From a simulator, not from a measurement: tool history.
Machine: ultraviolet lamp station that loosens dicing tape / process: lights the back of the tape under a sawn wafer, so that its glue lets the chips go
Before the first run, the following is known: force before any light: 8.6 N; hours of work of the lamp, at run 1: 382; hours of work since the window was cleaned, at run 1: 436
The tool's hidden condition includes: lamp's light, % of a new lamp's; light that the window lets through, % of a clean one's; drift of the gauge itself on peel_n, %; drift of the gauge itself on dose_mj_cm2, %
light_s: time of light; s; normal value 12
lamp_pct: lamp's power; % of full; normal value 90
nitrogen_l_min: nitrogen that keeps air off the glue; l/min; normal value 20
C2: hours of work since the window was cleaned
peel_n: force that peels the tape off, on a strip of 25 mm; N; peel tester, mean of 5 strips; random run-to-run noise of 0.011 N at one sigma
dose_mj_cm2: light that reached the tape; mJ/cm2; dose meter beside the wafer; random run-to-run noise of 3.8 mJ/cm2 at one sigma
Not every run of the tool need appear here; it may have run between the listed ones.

run 1 day=0 | light_s=12 lamp_pct=90 nitrogen_l_min=20 | hours_of_work_of_the_lamp=382 C2=436 | peel_n=0.512 dose_mj_cm2=641
run 2 day=2.396 | light_s=12 lamp_pct=90 nitrogen_l_min=20 | hours_of_work_of_the_lamp=410 C2=464 | peel_n=0.499 dose_mj_cm2=645
run 3 day=4.933 | light_s=12 lamp_pct=90 nitrogen_l_min=20 | hours_of_work_of_the_lamp=439 C2=494 | peel_n=0.511 dose_mj_cm2=650
-- day=5.642 window cleaned of glue's vapour
run 4 day=7.167 | light_s=12 lamp_pct=90 nitrogen_l_min=20 | hours_of_work_of_the_lamp=465 C2=18 | peel_n=0.506 dose_mj_cm2=652
run 5 day=10.179 | light_s=12 lamp_pct=90 nitrogen_l_min=20 | hours_of_work_of_the_lamp=500 C2=53 | peel_n=0.502 dose_mj_cm2=654
run 6 day=12.708 | light_s=12 lamp_pct=90 nitrogen_l_min=20 | hours_of_work_of_the_lamp=530 C2=82 | peel_n=0.529 dose_mj_cm2=651
run 7 day=14.421 | light_s=7 lamp_pct=90 nitrogen_l_min=20 | hours_of_work_of_the_lamp=550 C2=102 | peel_n=1.513 dose_mj_cm2=381
run 8 day=16.821 | light_s=7 lamp_pct=90 nitrogen_l_min=20 | hours_of_work_of_the_lamp=578 C2=130 | peel_n=1.537 dose_mj_cm2=381
run 9 day=19.175 | light_s=7 lamp_pct=90 nitrogen_l_min=20 | hours_of_work_of_the_lamp=605 C2=158 | peel_n=1.554 dose_mj_cm2=379
run 10 day=21.912 | light_s=17 lamp_pct=90 nitrogen_l_min=20 | hours_of_work_of_the_lamp=637 C2=190 | peel_n=0.223 dose_mj_cm2=917
run 11 day=24.938 | light_s=21 lamp_pct=90 nitrogen_l_min=20 | hours_of_work_of_the_lamp=672 C2=225 | peel_n=0.149 dose_mj_cm2=1146
run 12 day=26.842 | light_s=21 lamp_pct=90 nitrogen_l_min=20 | hours_of_work_of_the_lamp=694 C2=247 | peel_n=0.15 dose_mj_cm2=1133
run 13 day=28.846 | light_s=7 lamp_pct=90 nitrogen_l_min=15 | hours_of_work_of_the_lamp=718 C2=271 | peel_n=1.835 dose_mj_cm2=382
run 14 day=31.721 | light_s=14 lamp_pct=90 nitrogen_l_min=15 | hours_of_work_of_the_lamp=751 C2=304 | peel_n=0.46 dose_mj_cm2=752
run 15 day=33.5 | light_s=14 lamp_pct=90 nitrogen_l_min=15 | hours_of_work_of_the_lamp=772 C2=325 | peel_n=0.464 dose_mj_cm2=753
-- day=35.417 lamp changed
run 16 day=35.417 | light_s=12 lamp_pct=64 nitrogen_l_min=30 | hours_of_work_of_the_lamp=0 C2=347 | peel_n=0.82 dose_mj_cm2=459
run 17 day=38.421 | light_s=12 lamp_pct=64 nitrogen_l_min=30 | hours_of_work_of_the_lamp=35 C2=382 | peel_n=0.867 dose_mj_cm2=462
run 18 day=40.529 | light_s=9 lamp_pct=62 nitrogen_l_min=11 | hours_of_work_of_the_lamp=60 C2=406 | peel_n=2.491 dose_mj_cm2=335
run 19 day=43.067 | light_s=7 lamp_pct=61 nitrogen_l_min=15 | hours_of_work_of_the_lamp=89 C2=436 | peel_n=3.047 dose_mj_cm2=258

3 options for the next run, each taken on its own from the tool as it stands now. Forecast them:
run A day=45.217 | light_s=7 lamp_pct=89 nitrogen_l_min=15 | hours_of_work_of_the_lamp=114 C2=461 | peel_n=? dose_mj_cm2=?
run B day=45.217 | light_s=7 lamp_pct=61 nitrogen_l_min=10 | hours_of_work_of_the_lamp=114 C2=461 | peel_n=? dose_mj_cm2=?
run C day=45.217 | light_s=12 lamp_pct=96 nitrogen_l_min=20 | hours_of_work_of_the_lamp=114 C2=461 | peel_n=? dose_mj_cm2=?

run=A peel_n=1.859 dose_mj_cm2=372
run=B peel_n=3.495 dose_mj_cm2=252
run=C peel_n=0.418 dose_mj_cm2=698
Stripped of hidden state, with their random variation kept, the same runs would have yielded:
run=A peel_n=1.855 dose_mj_cm2=373
run=B peel_n=3.49 dose_mj_cm2=252
run=C peel_n=0.417 dose_mj_cm2=699
